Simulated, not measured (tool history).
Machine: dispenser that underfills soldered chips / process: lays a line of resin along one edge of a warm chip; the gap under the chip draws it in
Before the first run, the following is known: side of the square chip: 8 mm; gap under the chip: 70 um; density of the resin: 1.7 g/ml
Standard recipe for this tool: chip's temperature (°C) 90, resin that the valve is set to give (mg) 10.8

| run | day | chip's temperature (°C) | resin that the valve is set to give (mg) | time until the resin shows at the far edge (s) | resin that the valve gave (mg) |
|---|---|---|---|---|---|
| 1 | 0.000 | 90 | 10.8 | 80.8 | 10.12 |
| 2 | 0.175 | 80 | 10.8 | 149.6 | 10.22 |
| 3 | 0.421 | 80 | 10.8 | 195.1 | 10.02 |
|  | 0.488 | new syringe of resin |
| 4 | 0.654 | 90 | 10.8 | 88.4 | 10.11 |
| 5 | 0.850 | 90 | 10.8 | 109.2 | 10.01 |
| 6 | 1.004 | 90 | 10.8 | 132.5 | 10.05 |
|  | 1.075 | new syringe of resin |
| 7 | 1.296 | 90 | 10.8 | 92.2 | 10.00 |
| 8 | 1.475 | 100 | 12.1 | 75.0 | 11.21 |
|  | 1.542 | dispensing valve cleaned and set on the balance |
| 9 | 1.679 | 100 | 12.1 | 90.7 | 12.07 |
|  | 1.717 | new syringe of resin |
| 10 | 1.921 | 103 | 11.4 | 54.8 | 11.36 |

Expected results for the next run?
| 11 | 2.088 | 105 | 13.0 | ? | ? |

time until the resin shows at the far edge (s): 61.0
resin that the valve gave (mg): 12.87
With the hidden condition absent and the run-to-run variation left alone, this run would have shown time until the resin shows at the far edge (s) 39.2, resin that the valve gave (mg) 12.96.
